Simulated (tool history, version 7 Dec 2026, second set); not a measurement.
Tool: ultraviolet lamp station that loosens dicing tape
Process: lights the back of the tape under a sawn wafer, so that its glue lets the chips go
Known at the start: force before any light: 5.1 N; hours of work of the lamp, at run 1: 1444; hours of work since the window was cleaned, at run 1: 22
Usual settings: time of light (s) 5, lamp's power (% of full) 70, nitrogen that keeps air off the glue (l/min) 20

run	hour	time of light (s)	lamp's power (% of full)	nitrogen that keeps air off the glue (l/min)	hours of work of the lamp	hours of work since the window was cleaned	force that peels the tape off (N)	light that reached the tape (mJ/cm2)
1	0	5	70	20	1444	22	1.021	235
2	59.5	5	70	20	1480	58	0.989	231
3	96.1	5	70	20	1502	80	1.05	233
4	128.8	5	70	20	1522	100	1.003	226
5	188.3	5	70	9	1558	136	1.409	223
6	223.2	5	70	9	1579	157	1.376	225
7	257.8	5	70	9	1600	178	1.48	214
8	310.8	5	70	9	1632	210	1.443	216
9	378.3	5	70	9	1673	251	1.469	212
10	421.9	5	70	9	1700	277	1.526	208
11	473.1	5	70	9	1731	308	1.53	208
12	515.6	5	70	9	1757	334	1.583	204
13	573.6	5	70	9	1792	369	1.626	198
14	623.7	5	70	9	1822	400	1.614	196
15	666.5	5	70	9	1848	426	1.656	194
16	714.7	5	70	20	1877	455	1.338	191
# hour 735.4: lamp changed
17	759.1	6	70	20	14	481	0.376	419
18	790.8	6	70	20	34	501	0.376	410
19	828.5	6	70	20	56	523	0.393	410
# hour 833.5: window cleaned of glue's vapour
20	878.9	6	70	20	87	28	0.347	425
21	914.4	6	70	20	108	49	0.34	424
22	981.1	6	70	20	149	90	0.369	418
23	1021	6	70	20	173	114	0.38	420
24	1071.1	6	70	20	203	144	0.381	415
25	1132.5	2	70	13	241	181	2.135	140
26	1190.4	8	95	9	276	216	0.223	720
27	1228.1	2	66	30	298	239	1.941	123
28	1285.6	3	82	23	333	274	0.978	232
29	1339.6	3	82	23	366	307	0.987	231
30	1373.9	6	68	8	387	328	0.692	370
31	1413.4	6	68	8	411	352	0.704	372
32	1470.2	6	68	8	445	386	0.739	361
33	1504.2	5	70	9	466	407	0.865	311
34	1564.6	3	95	12	503	443	1.115	253
35	1615.4	3	95	12	533	474	1.129	250
36	1661.3	3	95	38	561	502	0.777	247
37	1697.7	3	95	15	583	524	1.051	245
# hour 1702.8: window cleaned of glue's vapour
38	1770	9	85	15	627	41	0.209	677
39	1842.5	4	70	20	671	85	0.904	247
40	1903.7	2	62	20	708	122	2.277	107
41	1967.1	3	90	20	746	160	0.998	231
42	2042.9	3	90	20	792	206	1.045	227

3 ways to go on from here, each from the tool as it stands after run 42. What would each give?
A	2096.7	5	76	12	825	239	?	?
B	2096.7	8	89	6	825	239	?	?
C	2096.7	5	94	8	825	239	?	?

run	force that peels the tape off (N)	light that reached the tape (mJ/cm2)
A	0.765	316
B	0.365	587
C	0.648	392
Without the tool's hidden state the same runs would have given:
run	force that peels the tape off (N)	light that reached the tape (mJ/cm2)
A	0.505	402
B	0.249	747
C	0.418	499
